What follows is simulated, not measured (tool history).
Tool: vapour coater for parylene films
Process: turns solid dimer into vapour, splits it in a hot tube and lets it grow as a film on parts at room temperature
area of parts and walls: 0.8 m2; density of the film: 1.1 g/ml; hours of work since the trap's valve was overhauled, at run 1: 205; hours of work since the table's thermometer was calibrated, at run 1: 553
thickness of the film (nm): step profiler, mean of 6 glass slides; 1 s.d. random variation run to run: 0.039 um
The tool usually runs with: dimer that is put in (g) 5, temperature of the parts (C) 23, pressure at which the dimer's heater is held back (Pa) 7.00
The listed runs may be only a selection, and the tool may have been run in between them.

run	day	dimer that is put in (g)	temperature of the parts (C)	pressure at which the dimer's heater is held back (Pa)	hours of work since the trap's valve was overhauled	hours of work since the table's thermometer was calibrated	thickness of the film (nm)
1	0.000	5	23	7.00	205	553	4090
2	1.554	5	23	7.00	221	570	4120
3	2.962	5	23	7.00	237	585	4170
4	4.079	5	23	7.00	249	597	4150
5	4.883	5	23	7.00	258	606	4170
6	6.479	5	29	7.00	275	623	3550
7	8.212	5	29	11.08	294	642	3200
8	9.675	5	29	11.08	309	658	3230
9	11.317	5	29	11.08	327	676	3240
10	12.608	2	23	10.15	341	690	1500
11	14.317	2	23	10.15	360	708	1540
# day 14.917: trap's valve overhauled
12	15.696	9	32	6.36	8	721	6080
13	17.262	9	32	6.36	25	738	6110

Below are 5 alternative next runs, each starting from the tool's condition after run 13. Predict each:
A	18.692	8	32	6.36	41	754	?
B	18.692	3	24	8.74	41	754	?
C	18.692	3	31	8.86	41	754	?
D	18.692	5	23	6.74	41	754	?
E	18.692	3	32	6.36	41	754	?

run	thickness of the film (nm)
A	5420
B	2280
C	1900
D	4210
E	2040
With the hidden condition removed and each run's random variation left untouched, the same runs would have given:
run	thickness of the film (nm)
A	5420
B	2280
C	1900
D	4220
E	2040
